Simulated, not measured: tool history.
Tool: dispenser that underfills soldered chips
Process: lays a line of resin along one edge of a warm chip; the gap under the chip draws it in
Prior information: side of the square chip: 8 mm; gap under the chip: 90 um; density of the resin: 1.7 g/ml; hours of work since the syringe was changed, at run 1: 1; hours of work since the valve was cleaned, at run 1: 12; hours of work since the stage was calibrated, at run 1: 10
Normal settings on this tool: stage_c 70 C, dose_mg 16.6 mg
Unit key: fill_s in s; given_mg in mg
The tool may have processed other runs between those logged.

run	hour	stage_c	dose_mg	hours of work since the syringe was changed	hours of work since the valve was cleaned	hours of work since the stage was calibrated	fill_s	given_mg
1	0.0	70	16.6	1	12	10	16.7	16.48
2	6.8	78	16.6	5	16	14	16.6	16.47
# hour 9.9: new syringe of resin
3	19.3	78	16.6	6	24	22	17.5	16.38
# hour 20.8: new syringe of resin
# hour 31.7: new syringe of resin
4	34.6	78	16.6	2	34	32	13.0	16.26
# hour 42.9: new syringe of resin
5	50.3	78	16.6	5	44	42	15.2	16.15
# hour 54.3: new syringe of resin
6	57.3	70	16.6	2	48	47	17.9	16.12
# hour 63.3: dispensing valve cleaned and set on the balance
# hour 66.3: new syringe of resin
7	73.7	70	16.6	5	7	56	21.9	16.52
# hour 78.1: new syringe of resin
8	84.9	70	16.6	4	14	64	21.7	16.46
# hour 89.5: new syringe of resin
9	93.7	70	16.6	3	19	69	19.6	16.48
# hour 100.6: new syringe of resin
10	102.9	70	16.6	1	25	75	17.1	16.35
# hour 111.9: new syringe of resin
11	117.6	75	14.5	4	35	85	16.0	14.22
# hour 123.5: new syringe of resin
12	130.9	75	14.5	5	43	93	17.7	14.19
# hour 134.5: new syringe of resin
13	138.4	69	19.6	3	48	98	19.2	19.10
# hour 144.4: dispensing valve cleaned and set on the balance
# hour 146.4: new syringe of resin
14	147.7	84	18.2	1	2	103	9.3	18.32
# hour 157.2: new syringe of resin
15	157.9	60	16.4	0	8	110	24.9	16.41
# hour 168.1: new syringe of resin
16	171.9	58	16.4	3	18	119	31.5	16.26

Selected run-to-run steps in fill_s, each split into two signed amounts: the part the tool would show with no hidden state at all (from settings, incoming material and random variation), and the remainder, which goes to the hidden state together with any gauge scatter not common to the measured and the hidden-state-free results:
The tool's hidden condition here consists of: resin's viscosity, % of fresh resin's; dose that the valve gives, % of what is set; true chip temperature over the reading, C; drift of the gauge itself on fill_s, %; drift of the gauge itself on given_mg, %.
Run 3 -> 4: new syringe of resin, new syringe of resin. fill_s -4.5 s: hidden state -4.0, all else -0.5.
Run 14 -> 15: stage_c 84 -> 60, dose_mg 18.2 -> 16.4, new syringe of resin. fill_s +15.6 s: hidden state +0.3, all else +15.3.
